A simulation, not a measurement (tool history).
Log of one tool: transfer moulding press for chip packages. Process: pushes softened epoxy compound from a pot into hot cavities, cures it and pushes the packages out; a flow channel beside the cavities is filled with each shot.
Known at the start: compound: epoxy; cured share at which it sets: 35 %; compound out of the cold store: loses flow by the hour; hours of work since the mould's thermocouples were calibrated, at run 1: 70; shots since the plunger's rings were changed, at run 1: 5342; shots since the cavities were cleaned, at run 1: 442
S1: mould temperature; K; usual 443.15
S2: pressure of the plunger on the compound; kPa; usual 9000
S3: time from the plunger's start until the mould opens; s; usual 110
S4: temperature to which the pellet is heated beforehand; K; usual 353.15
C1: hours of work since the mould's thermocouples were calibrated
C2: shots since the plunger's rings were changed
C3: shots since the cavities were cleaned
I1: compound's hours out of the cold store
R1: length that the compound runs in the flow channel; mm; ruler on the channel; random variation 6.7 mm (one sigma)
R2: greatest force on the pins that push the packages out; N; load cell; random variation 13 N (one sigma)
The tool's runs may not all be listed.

run	hour	S1	S2	S3	S4	C1	C2	C3	I1	R1	R2
1	0.0	443.15	9000	110	353.15	70	5342	442	27.9	685	818
2	18.1	447.15	9000	110	353.15	80	5506	606	16.1	694	691
3	27.6	447.15	9000	110	353.15	86	5592	692	40.2	641	716
4	41.4	447.15	9000	110	353.15	93	5717	817	11.6	705	765
5	52.1	443.15	9000	110	353.15	100	5814	914	12.2	720	983
# hour 65.3: cavities cleaned with cleaning compound and waxed
6	65.4	443.15	9000	110	353.15	106	5921	1	47.1	633	1140
7	79.4	443.15	9000	110	353.15	114	6048	128	41.8	642	1150
# hour 98.1: plunger's sealing rings changed
8	98.1	443.15	9000	110	353.15	124	0	275	25.2	763	1154
9	111.9	443.15	9000	110	353.15	132	125	400	27.5	753	1213
10	124.4	443.15	9000	110	353.15	139	238	513	46.8	720	1102
11	141.1	443.15	9000	110	353.15	148	389	664	13.2	781	1195
# hour 152.6: cavities cleaned with cleaning compound and waxed, once more
12	158.7	443.15	10810	142	353.15	157	535	55	39.5	781	468
13	166.9	443.15	10810	142	353.15	162	610	130	37.2	796	493
14	175.4	449.15	9360	129	357.15	167	686	206	26.7	747	501
15	190.9	449.15	9360	129	357.15	176	827	347	35.7	728	526
16	200.8	441.15	8490	97	343.15	182	917	437	15.2	765	1362
17	209.4	447.15	8400	110	355.15	187	995	515	17.8	730	701
18	227.9	440.15	6950	148	357.15	197	1163	683	39.1	632	691
19	247.8	440.15	6950	148	357.15	209	1343	863	13.1	693	723
# hour 267.5: cavities cleaned with cleaning compound and waxed
20	268.5	440.15	6950	112	361.15	220	1517	9	47.3	616	751

Forecast each of these 3 alternatives for the next run:
A	286.6	440.15	6950	112	355.15	230	1681	173	30.3	?	?
B	286.6	447.15	9000	116	356.15	230	1681	173	32.0	?	?
C	286.6	440.15	10050	116	361.15	230	1681	173	33.3	?	?

run	R1	R2
A	650	843
B	719	528
C	778	766
Without the tool's hidden state the same runs would have given:
run	R1	R2
A	670	702
B	742	445
C	802	639
